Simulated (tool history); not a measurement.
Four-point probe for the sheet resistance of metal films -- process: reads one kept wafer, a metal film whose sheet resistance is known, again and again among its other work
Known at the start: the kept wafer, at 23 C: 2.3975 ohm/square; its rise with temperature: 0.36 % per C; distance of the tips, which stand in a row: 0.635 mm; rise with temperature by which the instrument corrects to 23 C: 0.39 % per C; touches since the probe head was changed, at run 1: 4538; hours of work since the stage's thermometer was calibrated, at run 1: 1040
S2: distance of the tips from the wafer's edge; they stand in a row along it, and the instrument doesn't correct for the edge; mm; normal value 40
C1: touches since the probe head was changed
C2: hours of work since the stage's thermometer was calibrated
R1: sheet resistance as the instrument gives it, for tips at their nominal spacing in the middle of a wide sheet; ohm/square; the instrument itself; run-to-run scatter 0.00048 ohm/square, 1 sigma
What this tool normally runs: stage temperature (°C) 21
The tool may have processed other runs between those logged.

Run 1, day 0: usual settings; C1 4538; C2 1040. Result: R1 2.403502 ohm/square.
Run 2, day 1.321: usual settings; C1 5525; C2 1056. Result: R1 2.404749 ohm/square.
Run 3, day 2.446: usual settings; C1 6366; C2 1069. Result: R1 2.404685 ohm/square.
Run 4, day 3.817: usual settings but stage temperature (°C) 23; C1 7393; C2 1085. Result: R1 2.402951 ohm/square.
Run 5, day 4.754: usual settings but stage temperature (°C) 23; C1 8092; C2 1096. Result: R1 2.402584 ohm/square.
Run 6, day 6.025: usual settings but stage temperature (°C) 30, S2 20 mm; C1 9044; C2 1111. Result: R1 2.398905 ohm/square.
Run 7, day 6.738: usual settings but stage temperature (°C) 28, S2 3 mm; C1 9577; C2 1120. Result: R1 2.456051 ohm/square.
Run 8, day 7.762: usual settings but stage temperature (°C) 31, S2 24 mm; C1 10341; C2 1132. Result: R1 2.398483 ohm/square.
Run 9, day 8.858: usual settings but stage temperature (°C) 28; C1 11161; C2 1145. Result: R1 2.398959 ohm/square.
Run 10, day 10.329: usual settings but stage temperature (°C) 19; C1 12261; C2 1162. Result: R1 2.406095 ohm/square.

What if the next run were any one of these 4? Each begins from the tool's condition after run 10:
Run A, day 11.546: usual settings but stage temperature (°C) 33, S2 17 mm; C1 13171; C2 1176. Result: R1 ?.
Run B, day 11.546: usual settings but stage temperature (°C) 20, S2 8 mm; C1 13171; C2 1176. Result: R1 ?.
Run C, day 11.546: usual settings but stage temperature (°C) 22, S2 12 mm; C1 13171; C2 1176. Result: R1 ?.
Run D, day 11.546: usual settings; C1 13171; C2 1176. Result: R1 ?.

run        R1
  A  2.397267
  B  2.411444
  C  2.406745
  D  2.404425
Had the tool no hidden state, the same runs would have come out as:
run        R1
  A  2.392309
  B  2.406502
  C  2.401805
  D  2.399492
